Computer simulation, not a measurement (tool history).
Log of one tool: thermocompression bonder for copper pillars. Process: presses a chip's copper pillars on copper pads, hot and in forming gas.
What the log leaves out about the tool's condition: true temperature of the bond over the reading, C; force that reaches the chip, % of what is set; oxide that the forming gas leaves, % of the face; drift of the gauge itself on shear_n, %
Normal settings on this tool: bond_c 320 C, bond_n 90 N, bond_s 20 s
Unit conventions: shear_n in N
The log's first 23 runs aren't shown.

run,hour,bond_c,bond_n,bond_s,hours of work since the heater was calibrated,hours of work since the force cell was calibrated,hours of work since the gas filter was changed,shear_n
24,1062.5,302,114,52,1012,496,156,77
25,1092.8,327,127,14,1032,515,176,68.1
26,1139.6,328,134,13,1062,545,206,67.8
27,1188.2,328,134,13,1093,576,237,68.3
28,1243.4,328,134,13,1128,612,272,68.8
# hour 1280.2: heater calibrated with a thermocouple chip
29,1297.9,331,102,11,11,646,306,58.4
30,1342.6,348,107,12,40,674,335,69.7
31,1368.7,348,107,12,57,691,351,69.1
32,1412.4,295,90,20,85,719,379,46.5
33,1466.8,322,73,10,120,754,414,39.2
34,1521.5,320,84,20,155,789,449,55
35,1549.1,320,90,15,173,807,467,53
# hour 1571.6: forming gas filter changed
# hour 1595.8: force cell calibrated
36,1607.4,320,90,15,209,7,22,51.6
37,1668.5,320,97,39,248,47,61,73.2
38,1717.3,320,97,39,279,78,93,72.1
39,1759.9,340,75,16,307,105,120,53.4
40,1814.7,324,90,20,342,140,155,58.1

Consider 3 possible next runs. They are alternatives, not a sequence: every one starts from the tool as it was left by run 40. What does each give?
A,1863.2,324,101,20,373,172,186,?
B,1863.2,341,64,18,373,172,186,?
C,1863.2,346,90,33,373,172,186,?

run,shear_n
A,63.6
B,49.7
C,78.4
With no hidden state in the tool, these same runs would have given:
run,shear_n
A,64.6
B,50.5
C,79.7
